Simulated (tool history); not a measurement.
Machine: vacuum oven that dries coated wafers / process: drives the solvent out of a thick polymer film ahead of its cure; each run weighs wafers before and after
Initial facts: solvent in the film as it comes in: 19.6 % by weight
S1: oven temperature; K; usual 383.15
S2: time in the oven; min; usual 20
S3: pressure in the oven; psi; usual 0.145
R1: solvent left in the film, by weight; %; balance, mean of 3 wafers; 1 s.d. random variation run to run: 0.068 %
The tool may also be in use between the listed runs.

run,day,S1,S2,S3,R1
1,0,383.15,20,0.145,5.09
2,1.533,383.15,31,0.145,2.77
3,3.021,392.15,20,0.145,2.11
4,5.025,392.15,20,0.145,2.11
5,7.788,383.15,20,0.231,5.34
6,9.329,383.15,23,0.145,4.41
7,11.138,383.15,23,0.145,4.34
8,12.788,387.15,23,0.145,3.06
9,14.333,387.15,23,0.145,3.05
10,16.562,370.15,16,0.305,11.58
11,17.904,370.15,16,0.305,11.61
12,20.404,385.15,17,0.202,5.54
13,23.333,389.15,20,0.145,3.07
14,26.067,369.15,35,0.347,8.58
15,27.308,382.15,19,0.145,6.09
16,28.592,393.15,20,0.145,2
17,31.454,393.15,20,0.145,2.04
18,33.796,393.15,20,0.145,2.12

Results per run with the tool's hidden condition removed, run-to-run variation unchanged:
The hidden state here: true wafer temperature over the reading, C; true pressure over the reading, kPa; drift of the gauge itself on solvent_pct, %.
run,R1
1,4.58
2,2.36
3,1.76
4,1.75
5,4.76
6,3.85
7,3.77
8,2.56
9,2.54
10,11.02
11,11.04
12,4.84
13,2.5
14,7.76
15,5.29
16,1.54
17,1.56
18,1.63
